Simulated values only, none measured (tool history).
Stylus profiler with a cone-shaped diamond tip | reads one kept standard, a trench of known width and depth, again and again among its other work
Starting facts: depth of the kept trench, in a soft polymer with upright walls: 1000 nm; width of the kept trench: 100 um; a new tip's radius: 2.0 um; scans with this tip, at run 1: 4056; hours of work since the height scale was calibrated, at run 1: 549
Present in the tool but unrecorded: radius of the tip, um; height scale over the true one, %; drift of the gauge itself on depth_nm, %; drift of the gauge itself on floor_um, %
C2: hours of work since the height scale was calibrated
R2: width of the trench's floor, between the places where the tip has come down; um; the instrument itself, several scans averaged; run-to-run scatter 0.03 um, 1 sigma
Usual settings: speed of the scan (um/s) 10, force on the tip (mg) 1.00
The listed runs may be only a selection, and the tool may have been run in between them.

Run 1, hour 0.0: usual settings; scans with this tip 4056; C2 549. Result: depth of the trench (nm) 1007.80, R2 96.12 um.
Run 2, hour 70.8: usual settings but force on the tip (mg) 2.40; scans with this tip 4435; C2 600. Result: depth of the trench (nm) 1011.52, R2 96.10 um.
Run 3, hour 118.4: usual settings but force on the tip (mg) 0.37; scans with this tip 4690; C2 635. Result: depth of the trench (nm) 1005.73, R2 96.05 um.
Run 4, hour 163.3: usual settings but force on the tip (mg) 0.37; scans with this tip 4930; C2 667. Result: depth of the trench (nm) 1005.66, R2 96.02 um.
Run 5, hour 223.7: usual settings but force on the tip (mg) 0.37; scans with this tip 5253; C2 711. Result: depth of the trench (nm) 1006.08, R2 95.95 um.
Run 6, hour 290.3: usual settings but force on the tip (mg) 1.72; scans with this tip 5610; C2 759. Result: depth of the trench (nm) 1010.65, R2 96.01 um.
Run 7, hour 344.0: usual settings but force on the tip (mg) 1.31; scans with this tip 5897; C2 798. Result: depth of the trench (nm) 1009.52, R2 95.94 um.
Run 8, hour 387.7: usual settings but force on the tip (mg) 1.31; scans with this tip 6131; C2 829. Result: depth of the trench (nm) 1009.32, R2 95.94 um.
Run 9, hour 434.1: usual settings but force on the tip (mg) 1.31; scans with this tip 6379; C2 863. Result: depth of the trench (nm) 1009.56, R2 95.94 um.
Run 10, hour 505.6: usual settings but force on the tip (mg) 1.31; scans with this tip 6762; C2 915. Result: depth of the trench (nm) 1009.91, R2 95.87 um.
Run 11, hour 551.9: usual settings but force on the tip (mg) 1.31; scans with this tip 7009; C2 948. Result: depth of the trench (nm) 1010.00, R2 95.86 um.
Run 12, hour 622.0: usual settings but force on the tip (mg) 1.31; scans with this tip 7385; C2 999. Result: depth of the trench (nm) 1010.24, R2 95.85 um.
Run 13, hour 686.7: usual settings but force on the tip (mg) 1.31; scans with this tip 7731; C2 1046. Result: depth of the trench (nm) 1010.78, R2 95.76 um.
Run 14, hour 749.9: usual settings but force on the tip (mg) 1.31; scans with this tip 8069; C2 1092. Result: depth of the trench (nm) 1010.94, R2 95.81 um.
Run 15, hour 818.1: usual settings but force on the tip (mg) 1.31; scans with this tip 8434; C2 1141. Result: depth of the trench (nm) 1010.88, R2 95.75 um.
Run 16, hour 868.5: usual settings but force on the tip (mg) 0.50; scans with this tip 8704; C2 1178. Result: depth of the trench (nm) 1009.00, R2 95.72 um.
Run 17, hour 915.9: usual settings but force on the tip (mg) 0.50; scans with this tip 8957; C2 1212. Result: depth of the trench (nm) 1008.78, R2 95.64 um.
Run 18, hour 949.9: usual settings but force on the tip (mg) 0.50; scans with this tip 9139; C2 1236. Result: depth of the trench (nm) 1008.97, R2 95.66 um.
Run 19, hour 986.9: usual settings but force on the tip (mg) 0.50; scans with this tip 9337; C2 1263. Result: depth of the trench (nm) 1008.69, R2 95.67 um.
Run 20, hour 1033.1: usual settings but force on the tip (mg) 2.76; scans with this tip 9584; C2 1297. Result: depth of the trench (nm) 1015.51, R2 95.62 um.
Run 21, hour 1076.7: usual settings but force on the tip (mg) 2.76; scans with this tip 9818; C2 1328. Result: depth of the trench (nm) 1015.51, R2 95.68 um.
Run 22, hour 1130.8: usual settings but force on the tip (mg) 2.76; scans with this tip 10107; C2 1367. Result: depth of the trench (nm) 1015.59, R2 95.66 um.
Run 23, hour 1198.6: usual settings but speed of the scan (um/s) 3; scans with this tip 10470; C2 1416. Result: depth of the trench (nm) 1011.00, R2 95.59 um.
Run 24, hour 1262.9: usual settings but speed of the scan (um/s) 3; scans with this tip 10814; C2 1463. Result: depth of the trench (nm) 1011.42, R2 95.54 um.
Run 25, hour 1308.7: usual settings but speed of the scan (um/s) 4; scans with this tip 11059; C2 1496. Result: depth of the trench (nm) 1011.95, R2 95.59 um.
Run 26, hour 1379.5: usual settings but speed of the scan (um/s) 4; scans with this tip 11438; C2 1547. Result: depth of the trench (nm) 1011.88, R2 95.48 um.
Run 27, hour 1428.7: usual settings but speed of the scan (um/s) 23, force on the tip (mg) 2.41; scans with this tip 11701; C2 1583. Result: depth of the trench (nm) 1015.71, R2 95.49 um.
Run 28, hour 1482.1: usual settings but speed of the scan (um/s) 2, force on the tip (mg) 1.52; scans with this tip 11987; C2 1622. Result: depth of the trench (nm) 1013.64, R2 95.51 um.
Run 29, hour 1523.3: usual settings but speed of the scan (um/s) 2, force on the tip (mg) 1.88; scans with this tip 12207; C2 1652. Result: depth of the trench (nm) 1015.10, R2 95.45 um.
Run 30, hour 1583.0: usual settings but speed of the scan (um/s) 2, force on the tip (mg) 1.88; scans with this tip 12527; C2 1695. Result: depth of the trench (nm) 1014.77, R2 95.48 um.
Run 31, hour 1623.5: usual settings but speed of the scan (um/s) 11, force on the tip (mg) 1.90; scans with this tip 12744; C2 1724. Result: depth of the trench (nm) 1015.28, R2 95.35 um.
Run 32, hour 1679.5: usual settings but speed of the scan (um/s) 11, force on the tip (mg) 1.90; scans with this tip 13043; C2 1765. Result: depth of the trench (nm) 1015.58, R2 95.37 um.
Run 33, hour 1711.9: usual settings but speed of the scan (um/s) 11, force on the tip (mg) 1.90; scans with this tip 13217; C2 1788. Result: depth of the trench (nm) 1015.17, R2 95.39 um.
Run 34, hour 1747.8: usual settings but speed of the scan (um/s) 11, force on the tip (mg) 1.14; scans with this tip 13409; C2 1814. Result: depth of the trench (nm) 1013.82, R2 95.34 um.
Run 35, hour 1804.7: usual settings but speed of the scan (um/s) 36, force on the tip (mg) 2.73; scans with this tip 13713; C2 1855. Result: depth of the trench (nm) 1017.96, R2 95.23 um.
Run 36, hour 1868.6: usual settings but speed of the scan (um/s) 6, force on the tip (mg) 0.52; scans with this tip 14055; C2 1902. Result: depth of the trench (nm) 1012.02, R2 95.33 um.
Run 37, hour 1938.7: usual settings but speed of the scan (um/s) 6, force on the tip (mg) 0.52; scans with this tip 14430; C2 1952. Result: depth of the trench (nm) 1011.99, R2 95.26 um.
Run 38, hour 2003.3: usual settings but speed of the scan (um/s) 11, force on the tip (mg) 0.84; scans with this tip 14776; C2 1999. Result: depth of the trench (nm) 1013.95, R2 95.21 um.
Run 39, hour 2076.0: usual settings but speed of the scan (um/s) 13, force on the tip (mg) 1.95; scans with this tip 15165; C2 2052. Result: depth of the trench (nm) 1017.26, R2 95.17 um.
At hour 2082.0: height scale calibrated on a step standard.
Run 40, hour 2148.7: usual settings but speed of the scan (um/s) 4, force on the tip (mg) 1.04; scans with this tip 15551; C2 48. Result: depth of the trench (nm) 1005.37, R2 95.20 um.
Run 41, hour 2221.9: usual settings but speed of the scan (um/s) 12, force on the tip (mg) 2.14; scans with this tip 15943; C2 101. Result: depth of the trench (nm) 1008.01, R2 95.13 um.
Run 42, hour 2283.9: usual settings but speed of the scan (um/s) 2, force on the tip (mg) 2.14; scans with this tip 16275; C2 146. Result: depth of the trench (nm) 1008.66, R2 95.18 um.
Run 43, hour 2314.5: usual settings but speed of the scan (um/s) 3, force on the tip (mg) 0.61; scans with this tip 16438; C2 168. Result: depth of the trench (nm) 1004.32, R2 95.18 um.
Run 44, hour 2351.7: usual settings but speed of the scan (um/s) 3, force on the tip (mg) 0.61; scans with this tip 16638; C2 195. Result: depth of the trench (nm) 1004.33, R2 95.11 um.
Run 45, hour 2390.5: usual settings but speed of the scan (um/s) 3, force on the tip (mg) 0.95; scans with this tip 16845; C2 223. Result: depth of the trench (nm) 1005.98, R2 95.14 um.
Run 46, hour 2439.4: usual settings but speed of the scan (um/s) 3, force on the tip (mg) 0.95; scans with this tip 17107; C2 259. Result: depth of the trench (nm) 1006.09, R2 95.11 um.

Had the tool no unlogged condition, and each run kept its random variation, what would the results have been?
run  depth of the trench (nm)     R2
  1                   1005.05  96.50
  2                   1008.54  96.51
  3                   1002.62  96.48
  4                   1002.40  96.47
  5                   1002.62  96.43
  6                   1006.96  96.53
  7                   1005.65  96.47
  8                   1005.32  96.50
  9                   1005.40  96.52
 10                   1005.53  96.48
 11                   1005.48  96.49
 12                   1005.48  96.52
 13                   1005.83  96.46
 14                   1005.79  96.53
 15                   1005.51  96.50
 16                   1003.47  96.50
 17                   1003.10  96.44
 18                   1003.18  96.48
 19                   1002.79  96.50
 20                   1009.43  96.47
 21                   1009.28  96.55
 22                   1009.18  96.55
 23                   1004.39  96.52
 24                   1004.58  96.49
 25                   1004.95  96.56
 26                   1004.67  96.48
 27                   1008.33  96.50
 28                   1006.10  96.55
 29                   1007.41  96.51
 30                   1006.89  96.56
 31                   1007.26  96.45
 32                   1007.36  96.49
 33                   1006.84  96.52
 34                   1005.39  96.49
 35                   1009.30  96.40
 36                   1003.21  96.54
 37                   1002.93  96.50
 38                   1004.65  96.47
 39                   1007.70  96.46
 40                   1005.17  96.51
 41                   1007.56  96.48
 42                   1008.01  96.54
 43                   1003.57  96.56
 44                   1003.46  96.50
 45                   1004.98  96.55
 46                   1004.93  96.54
